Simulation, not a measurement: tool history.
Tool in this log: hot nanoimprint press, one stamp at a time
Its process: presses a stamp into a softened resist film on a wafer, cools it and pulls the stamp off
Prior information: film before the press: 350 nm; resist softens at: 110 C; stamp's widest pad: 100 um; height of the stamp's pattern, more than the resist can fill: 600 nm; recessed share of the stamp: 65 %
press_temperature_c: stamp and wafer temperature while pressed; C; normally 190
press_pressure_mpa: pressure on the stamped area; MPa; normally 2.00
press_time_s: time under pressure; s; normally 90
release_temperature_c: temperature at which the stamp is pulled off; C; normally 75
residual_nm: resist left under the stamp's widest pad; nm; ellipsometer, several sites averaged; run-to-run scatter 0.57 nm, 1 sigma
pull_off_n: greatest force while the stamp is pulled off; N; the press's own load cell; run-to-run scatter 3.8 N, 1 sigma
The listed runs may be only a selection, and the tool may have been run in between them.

run	hour	press_temperature_c	press_pressure_mpa	press_time_s	release_temperature_c	residual_nm	pull_off_n
1	0.0	190	2.00	90	75	143.3	195
2	53.4	190	2.00	90	75	141.3	210
3	104.4	190	2.00	90	75	142.1	210
4	149.7	190	2.00	90	75	142.1	214
5	218.4	190	2.00	90	75	141.6	222
6	253.0	190	2.00	90	75	141.6	218
# hour 276.7: press's hydraulic seals changed and the load cell set to zero
7	311.8	190	2.00	90	75	136.6	222
# hour 325.7: plate thermocouple calibrated
8	380.4	190	2.00	90	75	138.1	222
9	416.3	190	2.00	90	75	138.4	230
10	468.0	186	1.68	72	78	184.7	230
11	535.0	191	2.15	104	73	122.7	262
12	573.2	197	2.15	92	73	104.7	256
13	651.9	197	1.41	122	61	111.8	328
14	685.9	184	1.41	122	63	171.5	327
# hour 714.3: stamp cleaned and given a new release coat
15	739.1	199	1.41	164	63	92.5	236

Alternative continuations, all from the tool just after run 15; predict every row:
A	776.9	197	2.00	63	75	?	?
B	776.9	195	1.58	164	67	?	?
C	776.9	195	2.00	114	61	?	?

run	residual_nm	pull_off_n
A	127.2	183
B	98.7	219
C	105.7	238
Had the tool no hidden state, the same runs would have come out as:
run	residual_nm	pull_off_n
A	128.4	180
B	100.0	215
C	106.7	233
